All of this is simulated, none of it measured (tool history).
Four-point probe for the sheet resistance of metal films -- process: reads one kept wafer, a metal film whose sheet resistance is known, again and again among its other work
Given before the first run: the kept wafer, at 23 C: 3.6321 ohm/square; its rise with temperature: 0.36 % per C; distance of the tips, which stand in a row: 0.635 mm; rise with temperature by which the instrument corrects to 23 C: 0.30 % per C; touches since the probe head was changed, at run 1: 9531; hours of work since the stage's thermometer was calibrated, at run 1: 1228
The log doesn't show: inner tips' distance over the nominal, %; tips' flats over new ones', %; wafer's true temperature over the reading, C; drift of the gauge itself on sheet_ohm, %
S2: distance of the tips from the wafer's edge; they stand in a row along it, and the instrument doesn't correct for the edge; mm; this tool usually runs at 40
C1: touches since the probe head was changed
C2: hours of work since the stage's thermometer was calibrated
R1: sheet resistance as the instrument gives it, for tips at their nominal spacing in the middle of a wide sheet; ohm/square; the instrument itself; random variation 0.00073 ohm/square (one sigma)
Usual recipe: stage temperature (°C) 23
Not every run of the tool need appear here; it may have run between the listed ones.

Run 1, hour 0: usual settings; C1 9531; C2 1228. Result: R1 3.652878 ohm/square.
Run 2, hour 18.5: usual settings; C1 10060; C2 1238. Result: R1 3.653898 ohm/square.
Run 3, hour 34.5: usual settings; C1 10520; C2 1246. Result: R1 3.653447 ohm/square.
Run 4, hour 48.1: usual settings; C1 10909; C2 1253. Result: R1 3.655003 ohm/square.
Run 5, hour 68: usual settings; C1 11482; C2 1263. Result: R1 3.653113 ohm/square.
Run 6, hour 84.9: usual settings but S2 4 mm; C1 11966; C2 1271. Result: R1 3.701924 ohm/square.
Run 7, hour 94.9: usual settings but S2 11 mm; C1 12252; C2 1276. Result: R1 3.659904 ohm/square.
Run 8, hour 110.9: usual settings but S2 11 mm; C1 12711; C2 1284. Result: R1 3.65928 ohm/square.
Run 9, hour 123: usual settings but S2 11 mm; C1 13057; C2 1290. Result: R1 3.658767 ohm/square.
Run 10, hour 134: usual settings; C1 13372; C2 1296. Result: R1 3.655231 ohm/square.
Run 11, hour 153.1: usual settings but stage temperature (°C) 20; C1 13920; C2 1305. Result: R1 3.646914 ohm/square.
Run 12, hour 173.9: usual settings but stage temperature (°C) 20; C1 14516; C2 1316. Result: R1 3.646679 ohm/square.
Run 13, hour 183.9: usual settings but stage temperature (°C) 20; C1 14802; C2 1321. Result: R1 3.647146 ohm/square.
Run 14, hour 201.5: usual settings but stage temperature (°C) 20; C1 15307; C2 1329. Result: R1 3.647558 ohm/square.
Run 15, hour 215: usual settings; C1 15695; C2 1336. Result: R1 3.65115 ohm/square.
Run 16, hour 227.5: usual settings; C1 16053; C2 1342. Result: R1 3.653844 ohm/square.
Run 17, hour 241.1: usual settings; C1 16444; C2 1349. Result: R1 3.652624 ohm/square.
Run 18, hour 252: usual settings; C1 16756; C2 1355. Result: R1 3.654527 ohm/square.
Run 19, hour 271.9: usual settings; C1 17326; C2 1365. Result: R1 3.652878 ohm/square.
Run 20, hour 281.2: usual settings; C1 17591; C2 1369. Result: R1 3.653725 ohm/square.
Run 21, hour 296.5: usual settings; C1 18031; C2 1377. Result: R1 3.653046 ohm/square.
Run 22, hour 311.1: usual settings; C1 18451; C2 1384. Result: R1 3.651378 ohm/square.
Run 23, hour 321.4: usual settings but stage temperature (°C) 25; C1 18746; C2 1390. Result: R1 3.656782 ohm/square.
Run 24, hour 336.8: usual settings but stage temperature (°C) 34; C1 19186; C2 1397. Result: R1 3.674108 ohm/square.
Run 25, hour 352.6: usual settings but stage temperature (°C) 28; C1 19639; C2 1405. Result: R1 3.664164 ohm/square.
Run 26, hour 372: usual settings but stage temperature (°C) 20, S2 27 mm; C1 20196; C2 1415. Result: R1 3.645976 ohm/square.
Run 27, hour 384.7: usual settings but S2 5 mm; C1 20561; C2 1421. Result: R1 3.684961 ohm/square.
Run 28, hour 393.6: usual settings but stage temperature (°C) 32, S2 24 mm; C1 20814; C2 1426. Result: R1 3.671439 ohm/square.
Run 29, hour 405.4: usual settings but stage temperature (°C) 24, S2 5 mm; C1 21153; C2 1432. Result: R1 3.685485 ohm/square.
Run 30, hour 419.9: usual settings but stage temperature (°C) 34, S2 32 mm; C1 21570; C2 1439. Result: R1 3.674683 ohm/square.
Run 31, hour 430.5: usual settings but stage temperature (°C) 34, S2 32 mm; C1 21873; C2 1444. Result: R1 3.674494 ohm/square.
Run 32, hour 449.6: usual settings but stage temperature (°C) 32, S2 22 mm; C1 22420; C2 1454. Result: R1 3.672 ohm/square.
Run 33, hour 459.6: usual settings but stage temperature (°C) 34, S2 16 mm; C1 22707; C2 1459. Result: R1 3.675827 ohm/square.
Run 34, hour 469.2: usual settings but stage temperature (°C) 34, S2 16 mm; C1 22983; C2 1464. Result: R1 3.677011 ohm/square.
Run 35, hour 487.2: usual settings but stage temperature (°C) 34, S2 16 mm; C1 23498; C2 1473. Result: R1 3.676676 ohm/square.

How would selected steps in R1 from run to run divide? Give the signed amount a tool lacking its hidden state would still show from settings, what came in and random variation, and the signed amount left for the hidden state, including any gauge scatter that is not in both of the compared results.
Run 5 -> 6: S2 40 -> 4. R1 +0.048811 ohm/square: hidden state +0.000186, all else +0.048625.
Run 6 -> 7: S2 4 -> 11. R1 -0.04202 ohm/square: hidden state -0.00026, all else -0.04176.
Run 24 -> 25: stage temperature (°C) 34 -> 28. R1 -0.009944 ohm/square: hidden state -0.000189, all else -0.009755.
Run 25 -> 26: stage temperature (°C) 28 -> 20, S2 40 -> 27. R1 -0.018188 ohm/square: hidden state -0.000282, all else -0.017906.
Run 26 -> 27: stage temperature (°C) 20 -> 23, S2 27 -> 5. R1 +0.038985 ohm/square: hidden state +0.000175, all else +0.03881.

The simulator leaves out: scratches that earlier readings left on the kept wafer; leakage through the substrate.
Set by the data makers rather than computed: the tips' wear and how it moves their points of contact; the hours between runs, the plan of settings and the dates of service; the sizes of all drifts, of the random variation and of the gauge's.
